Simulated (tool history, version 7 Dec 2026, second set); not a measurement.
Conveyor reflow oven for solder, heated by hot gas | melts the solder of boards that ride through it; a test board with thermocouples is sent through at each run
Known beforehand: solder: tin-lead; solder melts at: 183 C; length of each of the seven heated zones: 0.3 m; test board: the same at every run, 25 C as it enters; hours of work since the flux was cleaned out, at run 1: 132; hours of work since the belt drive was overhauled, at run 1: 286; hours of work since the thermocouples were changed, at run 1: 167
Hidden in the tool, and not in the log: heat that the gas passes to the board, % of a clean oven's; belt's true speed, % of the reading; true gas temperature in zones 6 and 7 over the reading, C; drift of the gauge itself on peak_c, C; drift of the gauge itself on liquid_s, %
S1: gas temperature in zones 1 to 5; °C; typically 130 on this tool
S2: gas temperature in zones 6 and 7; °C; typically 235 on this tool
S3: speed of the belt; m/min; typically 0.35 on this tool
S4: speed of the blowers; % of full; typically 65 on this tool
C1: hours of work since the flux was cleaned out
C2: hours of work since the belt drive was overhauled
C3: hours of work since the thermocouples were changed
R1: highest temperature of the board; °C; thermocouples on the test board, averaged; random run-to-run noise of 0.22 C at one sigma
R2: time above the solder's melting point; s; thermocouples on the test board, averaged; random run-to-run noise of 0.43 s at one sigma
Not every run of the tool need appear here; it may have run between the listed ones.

run,hour,S1,S2,S3,S4,C1,C2,C3,R1,R2
1,0,130,235,0.35,65,132,286,167,216.4,71.4
2,10.7,130,235,0.35,65,137,292,172,216.2,71.3
3,22.2,130,235,0.35,65,143,297,177,215.8,71.4
4,33.5,129,235,0.35,65,148,303,183,215.9,71
# hour 44.1: flux residue cleaned out of gas plates and filters
5,49.2,129,235,0.337,65,2,308,188,217.4,76
6,57.7,129,235,0.337,65,7,312,193,217.1,75.5
7,68.8,129,235,0.337,65,12,318,198,217.4,75.3
8,78.5,129,235,0.337,65,17,323,203,217.4,76
9,91.8,129,235,0.337,65,24,329,209,217.4,75.8
10,100.4,129,235,0.337,65,28,334,214,217.5,76
11,111.2,129,235,0.337,65,33,339,219,217.2,75.9
12,123.7,130,248,0.35,65,39,345,225,227.5,83.3
13,131,130,246,0.35,65,43,349,229,225.5,81
14,137.4,125,246,0.35,65,46,352,232,225.1,78.6
15,147,130,235,0.35,65,51,357,237,216,72.4
16,156.8,130,235,0.35,65,56,361,242,216.2,72.2
17,169.6,130,235,0.35,65,62,368,248,215.9,72.3
18,176.8,130,235,0.35,80,66,371,251,220.3,77.2
19,189.5,119,247,0.42,73,72,378,258,219.3,58.4
20,197.3,145,235,0.42,65,76,381,262,212.5,61.1
21,204.5,124,249,0.33,51,79,385,265,224.4,81.1
22,210.3,142,249,0.33,68,82,388,268,233,97.9
23,217.5,142,235,0.365,68,86,391,272,217.7,76.2
24,227.8,130,241,0.35,52,91,396,277,216.9,70.8
25,238.6,130,231,0.35,52,96,402,282,208.4,60.2
26,244.4,130,230,0.296,84,99,405,285,220.6,93.4
27,250.7,120,230,0.296,84,102,408,288,219.3,88
28,263.2,120,230,0.296,84,108,414,294,219.6,88.5
29,275.4,127,230,0.402,84,114,420,300,211.3,57.7
30,287.1,127,240,0.383,73,120,426,306,218.7,66.7

Consider 3 possible next runs. They are alternatives, not a sequence: every one starts from the tool as it was left by run 30. What does each give?
A,299.5,130,235,0.35,90,126,432,312,?,?
B,299.5,140,236,0.35,78,126,432,312,?,?
C,299.5,136,230,0.35,65,126,432,312,?,?

run,R1,R2
A,222,79.1
B,222.4,83.5
C,212.9,70.9
Stripped of hidden state, with their random variation kept, the same runs would have yielded:
run,R1,R2
A,222,79.1
B,222.4,83.4
C,212.9,70.8
